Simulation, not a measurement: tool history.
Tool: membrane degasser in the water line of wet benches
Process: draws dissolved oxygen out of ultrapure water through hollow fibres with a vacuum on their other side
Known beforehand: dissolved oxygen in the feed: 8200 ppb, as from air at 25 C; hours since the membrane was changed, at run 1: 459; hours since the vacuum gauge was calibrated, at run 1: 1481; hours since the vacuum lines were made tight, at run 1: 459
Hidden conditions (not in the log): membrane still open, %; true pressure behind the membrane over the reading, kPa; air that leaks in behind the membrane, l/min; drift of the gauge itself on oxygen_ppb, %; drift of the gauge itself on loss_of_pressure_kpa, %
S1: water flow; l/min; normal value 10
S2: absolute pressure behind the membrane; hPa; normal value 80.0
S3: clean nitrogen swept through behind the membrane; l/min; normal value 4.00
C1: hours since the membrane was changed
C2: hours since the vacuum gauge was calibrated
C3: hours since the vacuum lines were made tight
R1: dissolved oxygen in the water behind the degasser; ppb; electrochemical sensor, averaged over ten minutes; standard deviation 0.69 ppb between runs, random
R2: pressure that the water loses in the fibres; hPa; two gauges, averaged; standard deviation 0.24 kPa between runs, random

run	day	S1	S2	S3	C1	C2	C3	R1	R2
1	0.000	10	80.0	4.00	459	1481	459	63.5	601.4
2	3.150	10	80.0	4.00	535	1557	535	64.0	601.1
3	5.321	10	152.6	4.00	587	1609	587	109.6	603.6
4	8.404	10	152.6	4.00	661	1683	661	109.1	601.3
5	10.517	10	183.7	4.00	711	1734	711	126.6	606.5
6	13.217	10	53.4	4.00	776	1799	776	47.1	610.1
7	15.142	10	53.4	4.00	822	1845	822	47.2	604.7
8	18.296	10	49.6	4.00	898	1921	898	45.8	608.9
9	20.850	10	80.0	6.77	959	1982	959	51.6	606.6
10	23.362	10	80.0	6.77	1020	2042	1020	52.5	601.5
11	25.979	10	80.0	6.77	1082	2105	1082	52.4	604.0
12	29.250	10	80.0	6.77	1161	2183	1161	51.9	608.2
13	31.346	10	80.0	6.77	1211	2234	1211	53.7	604.6
14	34.192	15	80.0	4.00	1280	2302	1280	144.6	903.9
15	37.146	15	80.0	4.00	1350	2373	1350	145.8	908.3
16	39.438	15	80.0	4.00	1405	2428	1405	144.0	913.3
17	41.712	15	80.0	4.00	1460	2483	1460	145.7	915.3
18	43.904	8	59.7	4.00	1513	2535	1513	32.4	487.1
19	46.221	8	59.7	4.00	1568	2591	1568	32.1	488.8
20	49.238	10	66.7	3.02	1641	2663	1641	64.0	607.9
21	52.792	12	51.3	6.31	1726	2748	1726	67.6	730.6
22	54.838	10	80.0	1.62	1775	2798	1775	110.1	612.2
23	56.604	8	124.7	3.04	1817	2840	1817	80.0	491.0
24	58.525	8	104.7	9.70	1864	2886	1864	33.9	488.5
25	61.612	8	80.0	4.00	1938	2960	1938	42.1	492.1
26	64.892	10	86.6	4.00	2016	3039	2016	71.1	606.7
27	68.358	10	86.6	4.00	2100	3122	2100	70.3	612.3

Each row is a separate what-if for the run after 27, all from the same tool condition, not one after another. Results?
A	70.554	7	128.8	2.44	2152	3175	2152	?	?
B	70.554	10	175.5	4.08	2152	3175	2152	?	?
C	70.554	9	178.4	8.04	2152	3175	2152	?	?

run	R1	R2
A	83.7	429.0
B	122.2	610.2
C	66.2	549.0
Stripped of hidden state, with their random variation kept, the same runs would have yielded:
run	R1	R2
A	79.7	424.3
B	117.5	603.3
C	63.3	542.8
